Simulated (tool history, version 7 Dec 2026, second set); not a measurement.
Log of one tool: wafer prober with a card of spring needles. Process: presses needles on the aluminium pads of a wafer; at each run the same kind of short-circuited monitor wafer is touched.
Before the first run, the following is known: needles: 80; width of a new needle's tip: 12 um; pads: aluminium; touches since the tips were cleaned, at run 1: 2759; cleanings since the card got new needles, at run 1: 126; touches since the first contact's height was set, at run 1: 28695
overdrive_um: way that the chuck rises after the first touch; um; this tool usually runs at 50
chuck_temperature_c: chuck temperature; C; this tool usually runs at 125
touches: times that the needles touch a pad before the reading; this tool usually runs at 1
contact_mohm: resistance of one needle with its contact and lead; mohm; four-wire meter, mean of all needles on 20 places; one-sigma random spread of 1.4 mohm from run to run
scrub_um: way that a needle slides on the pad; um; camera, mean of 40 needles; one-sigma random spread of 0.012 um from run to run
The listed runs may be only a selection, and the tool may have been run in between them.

run     day  overdrive_um  chuck_temperature_c  touches  touches since the tips were cleaned  cleanings since the card got new needles  touches since the first contact's height was set  contact_mohm  scrub_um
  1   0.000            50                  125        1                                 2759                                       126                                             28695           117      7.71
      0.529  -- tips cleaned on abrasive film
      1.333  -- tips cleaned on abrasive film
  2   1.692            50                  125        1                                 4185                                       128                                             48261           114      7.74
      2.004  -- tips cleaned on abrasive film
      2.792  -- tips cleaned on abrasive film
      3.579  -- tips cleaned on abrasive film
  3   4.150            50                  125        1                                 6641                                       131                                             76624           119      7.71
      4.283  -- tips cleaned on abrasive film
      4.929  -- tips cleaned on abrasive film
      5.729  -- tips cleaned on abrasive film
      6.512  -- tips cleaned on abrasive film
  4   6.808            65                  125        1                                 3433                                       135                                            107316           116     10.06
      7.254  -- tips cleaned on abrasive film
      7.992  -- tips cleaned on abrasive film
  5   8.250            65                  125        1                                 2972                                       137                                            123926           113     10.04
      8.650  -- tips cleaned on abrasive film
      9.388  -- tips cleaned on abrasive film
     10.192  -- tips cleaned on abrasive film
     10.888  -- tips cleaned on abrasive film
  6  10.888            50                  125        1                                    0                                       141                                            154350           117      7.74
     11.667  -- tips cleaned on abrasive film
  7  12.138            51                  125        1                                 5454                                       142                                            168813           115      7.85
     12.458  -- tips cleaned on abrasive film
     12.938  -- height of the first contact set anew
     13.246  -- tips cleaned on abrasive film
     13.929  -- tips cleaned on abrasive film
  8  13.929            51                  125        1                                    0                                       145                                             11416           118      7.85
     14.688  -- tips cleaned on abrasive film
     15.417  -- tips cleaned on abrasive film
     16.212  -- tips cleaned on abrasive film
  9  16.692            50                   43        3                                 5568                                       148                                             43333           104      7.73
     16.867  -- tips cleaned on abrasive film
     17.633  -- tips cleaned on abrasive film
 10  17.908            50                   43        3                                 3177                                       150                                             57329           105      7.72
     18.375  -- tips cleaned on abrasive film
     19.142  -- tips cleaned on abrasive film
 11  19.333            50                   40        2                                 2246                                       152                                             73815           105      7.71
     19.800  -- tips cleaned on abrasive film
     20.558  -- tips cleaned on abrasive film
     21.329  -- tips cleaned on abrasive film
     22.129  -- tips cleaned on abrasive film
 12  22.129            50                   36        3                                    0                                       156                                            106049           106      7.70

Forecast run 13:
     22.929  -- tips cleaned on abrasive film
     23.733  -- tips cleaned on abrasive film
     24.496  -- tips cleaned on abrasive film
 13  24.746            50                   36        2                                 2898                                       159                                            136286             ?         ?

{"run 13": {"contact_mohm": 106, "scrub_um": 7.71}}
With the hidden condition absent and the run-to-run variation left alone, this run would have shown contact_mohm 106 mohm, scrub_um 7.74 um.
